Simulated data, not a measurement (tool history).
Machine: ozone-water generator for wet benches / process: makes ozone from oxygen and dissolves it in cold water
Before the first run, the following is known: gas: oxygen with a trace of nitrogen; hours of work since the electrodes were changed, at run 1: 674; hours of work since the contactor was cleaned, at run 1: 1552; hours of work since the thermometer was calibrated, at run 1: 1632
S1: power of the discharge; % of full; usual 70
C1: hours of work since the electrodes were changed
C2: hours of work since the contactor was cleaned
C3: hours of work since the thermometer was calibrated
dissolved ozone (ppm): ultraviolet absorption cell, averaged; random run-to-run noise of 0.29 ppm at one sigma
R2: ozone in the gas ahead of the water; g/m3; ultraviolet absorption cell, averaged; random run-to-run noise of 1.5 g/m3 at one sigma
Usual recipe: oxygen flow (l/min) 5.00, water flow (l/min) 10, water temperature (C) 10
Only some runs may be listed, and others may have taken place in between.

{"run": 1, "day": 0.0, "S1": 70, "oxygen flow (l/min)": 5.0, "water flow (l/min)": 10, "water temperature (C)": 10, "C1": 674, "C2": 1552, "C3": 1632, "dissolved ozone (ppm)": 45.9, "R2": 271.9}
{"run": 2, "day": 1.421, "S1": 70, "oxygen flow (l/min)": 5.0, "water flow (l/min)": 10, "water temperature (C)": 10, "C1": 701, "C2": 1579, "C3": 1658, "dissolved ozone (ppm)": 46.4, "R2": 271.8}
{"run": 3, "day": 2.171, "S1": 70, "oxygen flow (l/min)": 5.0, "water flow (l/min)": 10, "water temperature (C)": 10, "C1": 714, "C2": 1592, "C3": 1672, "dissolved ozone (ppm)": 46.1, "R2": 273.0}
{"run": 4, "day": 3.275, "S1": 70, "oxygen flow (l/min)": 5.25, "water flow (l/min)": 10, "water temperature (C)": 10, "C1": 735, "C2": 1613, "C3": 1693, "dissolved ozone (ppm)": 46.1, "R2": 265.5}
{"run": 5, "day": 4.025, "S1": 70, "oxygen flow (l/min)": 5.25, "water flow (l/min)": 10, "water temperature (C)": 10, "C1": 749, "C2": 1627, "C3": 1706, "dissolved ozone (ppm)": 45.7, "R2": 264.4}
{"run": 6, "day": 5.042, "S1": 45, "oxygen flow (l/min)": 5.0, "water flow (l/min)": 10, "water temperature (C)": 10, "C1": 767, "C2": 1645, "C3": 1725, "dissolved ozone (ppm)": 35.2, "R2": 208.7}
{"run": 7, "day": 6.512, "S1": 70, "oxygen flow (l/min)": 8.75, "water flow (l/min)": 10, "water temperature (C)": 10, "C1": 794, "C2": 1672, "C3": 1752, "dissolved ozone (ppm)": 44.0, "R2": 208.0}
{"run": 8, "day": 7.554, "S1": 57, "oxygen flow (l/min)": 8.75, "water flow (l/min)": 10, "water temperature (C)": 10, "C1": 813, "C2": 1691, "C3": 1771, "dissolved ozone (ppm)": 38.7, "R2": 182.5}
{"run": 9, "day": 8.254, "S1": 70, "oxygen flow (l/min)": 5.0, "water flow (l/min)": 10, "water temperature (C)": 10, "C1": 826, "C2": 1704, "C3": 1784, "dissolved ozone (ppm)": 45.8, "R2": 273.5}
{"run": 10, "day": 9.488, "S1": 70, "oxygen flow (l/min)": 5.0, "water flow (l/min)": 10, "water temperature (C)": 10, "C1": 849, "C2": 1727, "C3": 1807, "dissolved ozone (ppm)": 46.0, "R2": 271.8}
{"run": 11, "day": 11.008, "S1": 70, "oxygen flow (l/min)": 5.0, "water flow (l/min)": 10, "water temperature (C)": 10, "C1": 877, "C2": 1755, "C3": 1835, "dissolved ozone (ppm)": 45.3, "R2": 270.1}
{"run": 12, "day": 12.371, "S1": 70, "oxygen flow (l/min)": 5.0, "water flow (l/min)": 10, "water temperature (C)": 10, "C1": 902, "C2": 1780, "C3": 1860, "dissolved ozone (ppm)": 46.2, "R2": 269.6}
{"run": 13, "day": 13.462, "S1": 70, "oxygen flow (l/min)": 5.0, "water flow (l/min)": 10, "water temperature (C)": 10, "C1": 922, "C2": 1800, "C3": 1880, "dissolved ozone (ppm)": 46.5, "R2": 270.3}
{"run": 14, "day": 14.512, "S1": 70, "oxygen flow (l/min)": 5.0, "water flow (l/min)": 10, "water temperature (C)": 10, "C1": 941, "C2": 1819, "C3": 1899, "dissolved ozone (ppm)": 46.0, "R2": 267.5}
{"run": 15, "day": 15.967, "S1": 70, "oxygen flow (l/min)": 5.0, "water flow (l/min)": 10, "water temperature (C)": 16, "C1": 968, "C2": 1846, "C3": 1926, "dissolved ozone (ppm)": 41.5, "R2": 268.8}
{"run": 16, "day": 17.538, "S1": 70, "oxygen flow (l/min)": 5.0, "water flow (l/min)": 10, "water temperature (C)": 16, "C1": 997, "C2": 1875, "C3": 1955, "dissolved ozone (ppm)": 41.5, "R2": 270.3}
{"run": 17, "day": 18.917, "S1": 70, "oxygen flow (l/min)": 5.0, "water flow (l/min)": 10, "water temperature (C)": 16, "C1": 1022, "C2": 1900, "C3": 1980, "dissolved ozone (ppm)": 41.4, "R2": 268.0}
{"run": 18, "day": 20.004, "S1": 84, "oxygen flow (l/min)": 7.7, "water flow (l/min)": 10, "water temperature (C)": 7, "C1": 1042, "C2": 1920, "C3": 2000, "dissolved ozone (ppm)": 52.9, "R2": 243.1}
{"run": 19, "day": 21.242, "S1": 64, "oxygen flow (l/min)": 5.0, "water flow (l/min)": 10, "water temperature (C)": 9, "C1": 1065, "C2": 1943, "C3": 2023, "dissolved ozone (ppm)": 44.5, "R2": 253.6}
{"run": 20, "day": 22.608, "S1": 96, "oxygen flow (l/min)": 5.0, "water flow (l/min)": 12, "water temperature (C)": 14, "C1": 1090, "C2": 1968, "C3": 2048, "dissolved ozone (ppm)": 45.7, "R2": 320.4}
{"run": 21, "day": 23.838, "S1": 96, "oxygen flow (l/min)": 5.0, "water flow (l/min)": 12, "water temperature (C)": 14, "C1": 1113, "C2": 1991, "C3": 2071, "dissolved ozone (ppm)": 45.6, "R2": 323.3}
{"run": 22, "day": 25.283, "S1": 92, "oxygen flow (l/min)": 5.0, "water flow (l/min)": 6, "water temperature (C)": 6, "C1": 1140, "C2": 2018, "C3": 2097, "dissolved ozone (ppm)": 81.1, "R2": 312.3}
{"run": 23, "day": 26.708, "S1": 47, "oxygen flow (l/min)": 3.25, "water flow (l/min)": 13, "water temperature (C)": 13, "C1": 1166, "C2": 2044, "C3": 2124, "dissolved ozone (ppm)": 27.7, "R2": 256.9}
{"run": 24, "day": 28.05, "S1": 70, "oxygen flow (l/min)": 3.25, "water flow (l/min)": 13, "water temperature (C)": 13, "C1": 1190, "C2": 2069, "C3": 2148, "dissolved ozone (ppm)": 35.2, "R2": 324.0}
{"run": 25, "day": 29.371, "S1": 70, "oxygen flow (l/min)": 5.0, "water flow (l/min)": 10, "water temperature (C)": 8, "C1": 1215, "C2": 2093, "C3": 2173, "dissolved ozone (ppm)": 48.1, "R2": 265.9}
{"run": 26, "day": 30.442, "S1": 88, "oxygen flow (l/min)": 5.77, "water flow (l/min)": 7, "water temperature (C)": 15, "C1": 1234, "C2": 2112, "C3": 2192, "dissolved ozone (ppm)": 58.3, "R2": 284.1}
{"run": 27, "day": 31.279, "S1": 88, "oxygen flow (l/min)": 5.77, "water flow (l/min)": 7, "water temperature (C)": 15, "C1": 1250, "C2": 2128, "C3": 2208, "dissolved ozone (ppm)": 58.6, "R2": 286.0}
{"run": 28, "day": 32.825, "S1": 88, "oxygen flow (l/min)": 5.77, "water flow (l/min)": 7, "water temperature (C)": 15, "C1": 1278, "C2": 2156, "C3": 2236, "dissolved ozone (ppm)": 58.2, "R2": 284.4}
{"day": 32.983, "done": "gauge calibrated"}
{"run": 29, "day": 33.729, "S1": 70, "oxygen flow (l/min)": 3.62, "water flow (l/min)": 10, "water temperature (C)": 8, "C1": 1295, "C2": 2173, "C3": 2253, "dissolved ozone (ppm)": 47.2, "R2": 316.3}
{"run": 30, "day": 35.238, "S1": 70, "oxygen flow (l/min)": 3.62, "water flow (l/min)": 10, "water temperature (C)": 8, "C1": 1323, "C2": 2201, "C3": 2281, "dissolved ozone (ppm)": 46.8, "R2": 312.1}
{"day": 35.8, "done": "contactor cleaned"}
{"run": 31, "day": 37.029, "S1": 70, "oxygen flow (l/min)": 3.62, "water flow (l/min)": 10, "water temperature (C)": 16, "C1": 1353, "C2": 23, "C3": 2310, "dissolved ozone (ppm)": 42.0, "R2": 316.0}
{"run": 32, "day": 37.725, "S1": 65, "oxygen flow (l/min)": 7.07, "water flow (l/min)": 14, "water temperature (C)": 6, "C1": 1365, "C2": 35, "C3": 2323, "dissolved ozone (ppm)": 36.7, "R2": 220.7}
{"run": 33, "day": 38.858, "S1": 72, "oxygen flow (l/min)": 3.6, "water flow (l/min)": 7, "water temperature (C)": 9, "C1": 1386, "C2": 56, "C3": 2344, "dissolved ozone (ppm)": 60.9, "R2": 322.5}

Pick out some run-to-run changes in R2. Of each, how much would a tool without hidden state show as well, from the settings, what came in and chance, and how much is left for the hidden state and any gauge scatter not in both results compared?
Hidden state present: yield of the discharge, % of new electrodes'; contactor's efficiency, % of a clean one's; true water temperature over the reading, C; drift of the gauge itself on ozone_ppm, %; drift of the gauge itself on gas_g_m3, %.
Run 8 -> 9: S1 57 -> 70, oxygen flow (l/min) 8.75 -> 5.00. R2 +91.0 g/m3: hidden state -0.7, all else +91.7.
Run 19 -> 20: S1 64 -> 96, water flow (l/min) 10 -> 12, water temperature (C) 9 -> 14. R2 +66.8 g/m3: hidden state -1.7, all else +68.5.
Run 23 -> 24: S1 47 -> 70. R2 +67.1 g/m3: hidden state -2.0, all else +69.1.
Run 28 -> 29: S1 88 -> 70, oxygen flow (l/min) 5.77 -> 3.62, water flow (l/min) 7 -> 10, water temperature (C) 15 -> 8, gauge calibrated. R2 +31.9 g/m3: hidden state +8.0, all else +23.9.
Run 31 -> 32: S1 70 -> 65, oxygen flow (l/min) 3.62 -> 7.07, water flow (l/min) 10 -> 14, water temperature (C) 16 -> 6. R2 -95.3 g/m3: hidden state +0.3, all else -95.6.
Run 32 -> 33: S1 65 -> 72, oxygen flow (l/min) 7.07 -> 3.60, water flow (l/min) 14 -> 7, water temperature (C) 6 -> 9. R2 +101.8 g/m3: hidden state -0.8, all else +102.6.
